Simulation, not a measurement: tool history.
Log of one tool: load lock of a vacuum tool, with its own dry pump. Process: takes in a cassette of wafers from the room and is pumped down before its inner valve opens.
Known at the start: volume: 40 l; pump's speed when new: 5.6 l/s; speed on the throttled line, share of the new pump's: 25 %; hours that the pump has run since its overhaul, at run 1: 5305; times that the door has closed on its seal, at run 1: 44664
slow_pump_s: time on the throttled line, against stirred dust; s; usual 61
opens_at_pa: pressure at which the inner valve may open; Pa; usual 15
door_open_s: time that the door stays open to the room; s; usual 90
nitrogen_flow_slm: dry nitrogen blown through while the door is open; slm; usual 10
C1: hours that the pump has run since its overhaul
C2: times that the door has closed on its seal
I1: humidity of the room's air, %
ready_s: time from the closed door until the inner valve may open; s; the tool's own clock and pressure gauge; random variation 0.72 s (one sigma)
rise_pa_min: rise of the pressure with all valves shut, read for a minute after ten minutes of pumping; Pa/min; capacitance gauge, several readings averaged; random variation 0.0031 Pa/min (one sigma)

{"run": 1, "day": 0.0, "slow_pump_s": 61, "opens_at_pa": 15, "door_open_s": 90, "nitrogen_flow_slm": 10, "C1": 5305, "C2": 44664, "I1": 41.5, "ready_s": 107.2, "rise_pa_min": 0.07}
{"run": 2, "day": 3.204, "slow_pump_s": 61, "opens_at_pa": 15, "door_open_s": 90, "nitrogen_flow_slm": 10, "C1": 5382, "C2": 45008, "I1": 45.0, "ready_s": 107.4, "rise_pa_min": 0.074}
{"run": 3, "day": 6.192, "slow_pump_s": 61, "opens_at_pa": 15, "door_open_s": 90, "nitrogen_flow_slm": 10, "C1": 5453, "C2": 45329, "I1": 46.8, "ready_s": 109.3, "rise_pa_min": 0.082}
{"run": 4, "day": 11.188, "slow_pump_s": 61, "opens_at_pa": 15, "door_open_s": 90, "nitrogen_flow_slm": 10, "C1": 5573, "C2": 45865, "I1": 45.3, "ready_s": 108.2, "rise_pa_min": 0.073}
{"run": 5, "day": 14.775, "slow_pump_s": 61, "opens_at_pa": 15, "door_open_s": 90, "nitrogen_flow_slm": 10, "C1": 5659, "C2": 46250, "I1": 45.2, "ready_s": 109.4, "rise_pa_min": 0.071}
{"run": 6, "day": 17.596, "slow_pump_s": 61, "opens_at_pa": 15, "door_open_s": 90, "nitrogen_flow_slm": 10, "C1": 5727, "C2": 46553, "I1": 44.2, "ready_s": 109.0, "rise_pa_min": 0.072}
{"run": 7, "day": 21.679, "slow_pump_s": 61, "opens_at_pa": 15, "door_open_s": 199, "nitrogen_flow_slm": 10, "C1": 5825, "C2": 46991, "I1": 45.5, "ready_s": 107.7, "rise_pa_min": 0.104}
{"run": 8, "day": 27.304, "slow_pump_s": 61, "opens_at_pa": 13, "door_open_s": 90, "nitrogen_flow_slm": 10, "C1": 5960, "C2": 47595, "I1": 44.0, "ready_s": 109.0, "rise_pa_min": 0.079}
{"run": 9, "day": 29.971, "slow_pump_s": 61, "opens_at_pa": 13, "door_open_s": 90, "nitrogen_flow_slm": 10, "C1": 6024, "C2": 47881, "I1": 43.4, "ready_s": 108.5, "rise_pa_min": 0.067}
{"run": 10, "day": 33.779, "slow_pump_s": 61, "opens_at_pa": 13, "door_open_s": 90, "nitrogen_flow_slm": 10, "C1": 6116, "C2": 48290, "I1": 42.6, "ready_s": 109.8, "rise_pa_min": 0.069}
{"run": 11, "day": 40.25, "slow_pump_s": 61, "opens_at_pa": 13, "door_open_s": 90, "nitrogen_flow_slm": 10, "C1": 6271, "C2": 48984, "I1": 45.5, "ready_s": 109.8, "rise_pa_min": 0.073}
{"run": 12, "day": 44.554, "slow_pump_s": 61, "opens_at_pa": 15, "door_open_s": 90, "nitrogen_flow_slm": 10, "C1": 6374, "C2": 49446, "I1": 43.6, "ready_s": 107.8, "rise_pa_min": 0.068}
{"run": 13, "day": 50.212, "slow_pump_s": 61, "opens_at_pa": 15, "door_open_s": 90, "nitrogen_flow_slm": 10, "C1": 6510, "C2": 50054, "I1": 48.9, "ready_s": 108.7, "rise_pa_min": 0.083}
{"run": 14, "day": 55.312, "slow_pump_s": 49, "opens_at_pa": 15, "door_open_s": 90, "nitrogen_flow_slm": 10, "C1": 6632, "C2": 50601, "I1": 43.9, "ready_s": 99.9, "rise_pa_min": 0.074}
{"run": 15, "day": 59.2, "slow_pump_s": 61, "opens_at_pa": 15, "door_open_s": 90, "nitrogen_flow_slm": 10, "C1": 6726, "C2": 51018, "I1": 46.7, "ready_s": 109.3, "rise_pa_min": 0.079}
{"run": 16, "day": 62.433, "slow_pump_s": 61, "opens_at_pa": 18, "door_open_s": 90, "nitrogen_flow_slm": 10, "C1": 6803, "C2": 51365, "I1": 43.6, "ready_s": 106.4, "rise_pa_min": 0.073}
{"run": 17, "day": 65.117, "slow_pump_s": 61, "opens_at_pa": 18, "door_open_s": 90, "nitrogen_flow_slm": 10, "C1": 6868, "C2": 51654, "I1": 46.5, "ready_s": 107.1, "rise_pa_min": 0.075}
{"day": 67.392, "done": "door's seal changed, seat wiped"}
{"run": 18, "day": 70.583, "slow_pump_s": 61, "opens_at_pa": 15, "door_open_s": 90, "nitrogen_flow_slm": 10, "C1": 6997, "C2": 342, "I1": 46.9, "ready_s": 107.8, "rise_pa_min": 0.078}
{"run": 19, "day": 74.425, "slow_pump_s": 61, "opens_at_pa": 15, "door_open_s": 217, "nitrogen_flow_slm": 10, "C1": 7090, "C2": 755, "I1": 45.3, "ready_s": 108.2, "rise_pa_min": 0.098}
{"run": 20, "day": 80.808, "slow_pump_s": 61, "opens_at_pa": 15, "door_open_s": 217, "nitrogen_flow_slm": 10, "C1": 7243, "C2": 1440, "I1": 41.9, "ready_s": 108.7, "rise_pa_min": 0.099}
{"run": 21, "day": 87.183, "slow_pump_s": 61, "opens_at_pa": 13, "door_open_s": 90, "nitrogen_flow_slm": 36, "C1": 7396, "C2": 2124, "I1": 45.7, "ready_s": 109.8, "rise_pa_min": 0.046}
{"run": 22, "day": 91.238, "slow_pump_s": 61, "opens_at_pa": 24, "door_open_s": 215, "nitrogen_flow_slm": 36, "C1": 7493, "C2": 2559, "I1": 45.4, "ready_s": 104.3, "rise_pa_min": 0.066}
{"run": 23, "day": 95.492, "slow_pump_s": 101, "opens_at_pa": 15, "door_open_s": 35, "nitrogen_flow_slm": 10, "C1": 7595, "C2": 3016, "I1": 49.5, "ready_s": 136.9, "rise_pa_min": 0.058}
{"run": 24, "day": 98.525, "slow_pump_s": 105, "opens_at_pa": 15, "door_open_s": 37, "nitrogen_flow_slm": 10, "C1": 7668, "C2": 3341, "I1": 48.7, "ready_s": 142.2, "rise_pa_min": 0.055}
{"run": 25, "day": 104.512, "slow_pump_s": 61, "opens_at_pa": 15, "door_open_s": 90, "nitrogen_flow_slm": 34, "C1": 7812, "C2": 3984, "I1": 46.0, "ready_s": 107.7, "rise_pa_min": 0.054}
{"run": 26, "day": 107.683, "slow_pump_s": 61, "opens_at_pa": 15, "door_open_s": 90, "nitrogen_flow_slm": 34, "C1": 7888, "C2": 4324, "I1": 47.0, "ready_s": 108.0, "rise_pa_min": 0.056}
{"run": 27, "day": 111.904, "slow_pump_s": 80, "opens_at_pa": 15, "door_open_s": 90, "nitrogen_flow_slm": 10, "C1": 7989, "C2": 4777, "I1": 41.2, "ready_s": 122.9, "rise_pa_min": 0.061}
{"run": 28, "day": 117.854, "slow_pump_s": 61, "opens_at_pa": 22, "door_open_s": 90, "nitrogen_flow_slm": 8, "C1": 8132, "C2": 5416, "I1": 44.4, "ready_s": 105.4, "rise_pa_min": 0.081}
{"run": 29, "day": 121.696, "slow_pump_s": 100, "opens_at_pa": 10, "door_open_s": 118, "nitrogen_flow_slm": 5, "C1": 8224, "C2": 5828, "I1": 43.9, "ready_s": 139.6, "rise_pa_min": 0.086}
{"run": 30, "day": 127.883, "slow_pump_s": 100, "opens_at_pa": 10, "door_open_s": 118, "nitrogen_flow_slm": 5, "C1": 8373, "C2": 6493, "I1": 44.6, "ready_s": 140.3, "rise_pa_min": 0.093}
{"run": 31, "day": 131.883, "slow_pump_s": 74, "opens_at_pa": 17, "door_open_s": 176, "nitrogen_flow_slm": 40, "C1": 8469, "C2": 6922, "I1": 46.2, "ready_s": 117.0, "rise_pa_min": 0.064}
{"run": 32, "day": 134.738, "slow_pump_s": 74, "opens_at_pa": 17, "door_open_s": 176, "nitrogen_flow_slm": 40, "C1": 8537, "C2": 7228, "I1": 44.3, "ready_s": 116.6, "rise_pa_min": 0.058}
{"run": 33, "day": 139.517, "slow_pump_s": 61, "opens_at_pa": 15, "door_open_s": 90, "nitrogen_flow_slm": 11, "C1": 8652, "C2": 7741, "I1": 45.4, "ready_s": 108.1, "rise_pa_min": 0.068}
{"run": 34, "day": 145.708, "slow_pump_s": 61, "opens_at_pa": 15, "door_open_s": 90, "nitrogen_flow_slm": 11, "C1": 8800, "C2": 8406, "I1": 45.5, "ready_s": 107.5, "rise_pa_min": 0.072}
{"run": 35, "day": 149.446, "slow_pump_s": 31, "opens_at_pa": 15, "door_open_s": 55, "nitrogen_flow_slm": 10, "C1": 8890, "C2": 8807, "I1": 41.7, "ready_s": 85.0, "rise_pa_min": 0.054}
{"run": 36, "day": 156.046, "slow_pump_s": 50, "opens_at_pa": 15, "door_open_s": 55, "nitrogen_flow_slm": 12, "C1": 9048, "C2": 9515, "I1": 43.5, "ready_s": 100.2, "rise_pa_min": 0.056}
{"run": 37, "day": 161.046, "slow_pump_s": 82, "opens_at_pa": 15, "door_open_s": 55, "nitrogen_flow_slm": 12, "C1": 9168, "C2": 10052, "I1": 44.8, "ready_s": 123.5, "rise_pa_min": 0.058}

Forecast each of these 4 alternatives for the next run:
{"run": "A", "day": 163.954, "slow_pump_s": 76, "opens_at_pa": 18, "door_open_s": 90, "nitrogen_flow_slm": 10, "C1": 9238, "C2": 10364, "I1": 40.7, "ready_s": "?", "rise_pa_min": "?"}
{"run": "B", "day": 163.954, "slow_pump_s": 109, "opens_at_pa": 12, "door_open_s": 90, "nitrogen_flow_slm": 12, "C1": 9238, "C2": 10364, "I1": 45.5, "ready_s": "?", "rise_pa_min": "?"}
{"run": "C", "day": 163.954, "slow_pump_s": 61, "opens_at_pa": 13, "door_open_s": 30, "nitrogen_flow_slm": 25, "C1": 9238, "C2": 10364, "I1": 47.6, "ready_s": "?", "rise_pa_min": "?"}
{"run": "D", "day": 163.954, "slow_pump_s": 61, "opens_at_pa": 24, "door_open_s": 90, "nitrogen_flow_slm": 10, "C1": 9238, "C2": 10364, "I1": 41.5, "ready_s": "?", "rise_pa_min": "?"}

run=A ready_s=117.2 rise_pa_min=0.067
run=B ready_s=147.4 rise_pa_min=0.067
run=C ready_s=108.3 rise_pa_min=0.041
run=D ready_s=104.8 rise_pa_min=0.072
Without the tool's hidden state the same runs would have given:
run=A ready_s=117.2 rise_pa_min=0.067
run=B ready_s=147.4 rise_pa_min=0.066
run=C ready_s=108.3 rise_pa_min=0.041
run=D ready_s=104.8 rise_pa_min=0.072
